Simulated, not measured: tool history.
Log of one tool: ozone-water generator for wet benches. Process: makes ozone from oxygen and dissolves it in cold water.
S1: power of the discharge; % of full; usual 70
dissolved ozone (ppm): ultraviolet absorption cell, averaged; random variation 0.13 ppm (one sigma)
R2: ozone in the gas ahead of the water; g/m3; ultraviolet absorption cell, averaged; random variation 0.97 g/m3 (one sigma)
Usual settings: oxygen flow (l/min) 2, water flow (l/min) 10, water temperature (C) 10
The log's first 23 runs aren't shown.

run 24 hour=858.7 | S1=70 oxygen_flow_(l/min)=2 water_flow_(l/min)=10 water_temperature_(C)=10 | dissolved_ozone_(ppm)=12.2 R2=165.1
run 25 hour=886.6 | S1=74 oxygen_flow_(l/min)=2.52 water_flow_(l/min)=14 water_temperature_(C)=14 | dissolved_ozone_(ppm)=8.9 R2=150
run 26 hour=935.2 | S1=74 oxygen_flow_(l/min)=2.52 water_flow_(l/min)=14 water_temperature_(C)=14 | dissolved_ozone_(ppm)=8.8 R2=149.1
run 27 hour=976.7 | S1=74 oxygen_flow_(l/min)=2.52 water_flow_(l/min)=14 water_temperature_(C)=14 | dissolved_ozone_(ppm)=8.8 R2=150.5
run 28 hour=1013.2 | S1=41 oxygen_flow_(l/min)=2 water_flow_(l/min)=7 water_temperature_(C)=10 | dissolved_ozone_(ppm)=10.9 R2=103
run 29 hour=1046 | S1=56 oxygen_flow_(l/min)=2.74 water_flow_(l/min)=12 water_temperature_(C)=9 | dissolved_ozone_(ppm)=8.6 R2=111.8
run 30 hour=1081.3 | S1=45 oxygen_flow_(l/min)=1.92 water_flow_(l/min)=8 water_temperature_(C)=10 | dissolved_ozone_(ppm)=10.3 R2=115.8
run 31 hour=1104.7 | S1=70 oxygen_flow_(l/min)=1.58 water_flow_(l/min)=10 water_temperature_(C)=6 | dissolved_ozone_(ppm)=12.3 R2=186.9
run 32 hour=1144.5 | S1=70 oxygen_flow_(l/min)=1.6 water_flow_(l/min)=11 water_temperature_(C)=10 | dissolved_ozone_(ppm)=10.6 R2=186.8
run 33 hour=1193.4 | S1=70 oxygen_flow_(l/min)=1.79 water_flow_(l/min)=10 water_temperature_(C)=10 | dissolved_ozone_(ppm)=12.1 R2=173.1

4 ways to go on from here, each from the tool as it stands after run 33. What would each give?
run A hour=1234.4 | S1=73 oxygen_flow_(l/min)=1.79 water_flow_(l/min)=13 water_temperature_(C)=8 | dissolved_ozone_(ppm)=? R2=?
run B hour=1234.4 | S1=100 oxygen_flow_(l/min)=1.23 water_flow_(l/min)=10 water_temperature_(C)=8 | dissolved_ozone_(ppm)=? R2=?
run C hour=1234.4 | S1=52 oxygen_flow_(l/min)=2 water_flow_(l/min)=8 water_temperature_(C)=10 | dissolved_ozone_(ppm)=? R2=?
run D hour=1234.4 | S1=70 oxygen_flow_(l/min)=3.34 water_flow_(l/min)=10 water_temperature_(C)=7 | dissolved_ozone_(ppm)=? R2=?

run=A dissolved_ozone_(ppm)=9.5 R2=177.8
run=B dissolved_ozone_(ppm)=15.5 R2=292.5
run=C dissolved_ozone_(ppm)=11.8 R2=125.2
run=D dissolved_ozone_(ppm)=12.9 R2=119.9
Without the tool's hidden state the same runs would have given:
run=A dissolved_ozone_(ppm)=9.9 R2=183.2
run=B dissolved_ozone_(ppm)=16.3 R2=303.8
run=C dissolved_ozone_(ppm)=12.2 R2=127.9
run=D dissolved_ozone_(ppm)=13.4 R2=123.4

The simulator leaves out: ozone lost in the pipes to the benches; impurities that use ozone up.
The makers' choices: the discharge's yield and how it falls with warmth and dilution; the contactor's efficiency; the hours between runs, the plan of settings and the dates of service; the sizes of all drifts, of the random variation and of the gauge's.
